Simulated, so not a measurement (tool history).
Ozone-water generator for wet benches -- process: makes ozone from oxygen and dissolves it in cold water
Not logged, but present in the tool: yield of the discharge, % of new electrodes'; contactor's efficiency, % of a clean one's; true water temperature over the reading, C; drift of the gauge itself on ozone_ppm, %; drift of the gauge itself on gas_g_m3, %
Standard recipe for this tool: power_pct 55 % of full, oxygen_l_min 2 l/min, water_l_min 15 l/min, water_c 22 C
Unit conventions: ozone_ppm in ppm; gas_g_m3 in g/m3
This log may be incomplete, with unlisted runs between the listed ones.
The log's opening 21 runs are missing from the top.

run      day  power_pct  oxygen_l_min  water_l_min  water_c  hours of work since the electrodes were changed  hours of work since the contactor was cleaned  hours of work since the thermometer was calibrated  ozone_ppm  gas_g_m3
 22  141.392         73          2.78           17       27                                             7915                                           3754                                                 330       13.6     190.1
 23  146.062         96          2.78           17       26                                             8006                                           3845                                                 421       15.9     214.8
 24  154.217         64             2           15       26                                             8165                                           4004                                                 580       13.1     197.8
 25  161.588         64             2           15       26                                             8309                                           4147                                                 724         13     194.7
 26  166.875         55          1.21           15       18                                             8412                                           4250                                                 827       10.6     211.7
 27  175.412         43             2           15       22                                             8578                                           4417                                                 993       11.2     162.4
 28  183.254         43             2           15       22                                             8731                                           4570                                                1146       11.2     160.8
 29  190.538         43             2           15       22                                             8873                                           4712                                                1288         11     161.7
 30  199.388         43             2           15       22                                             9045                                           4884                                                1460       11.1     159.2
 31  208.329         85             2           13       22                                             9220                                           5058                                                1635       17.5     216.5
 32  217.167         55             2           15       15                                             9392                                           5231                                                1807       13.2     177.1
 33  222.833         76          3.09           17       17                                             9502                                           5341                                                1917       15.6     180.7

Branching from run 33: 3 alternative next runs. What would each branch give?
  A  228.788         76          1.34           17       15                                             9618                                           5457                                                2033          ?         ?
  B  228.788         76          1.57           17       29                                             9618                                           5457                                                2033          ?         ?
  C  228.788         47          1.28           10       17                                             9618                                           5457                                                2033          ?         ?

run  ozone_ppm  gas_g_m3
  A       11.1     230.9
  B       10.5     220.3
  C         15     188.5
With the hidden condition removed and each run's random variation left untouched, the same runs would have given:
run  ozone_ppm  gas_g_m3
  A       14.1     282.9
  B       13.4     269.9
  C         18     220.4
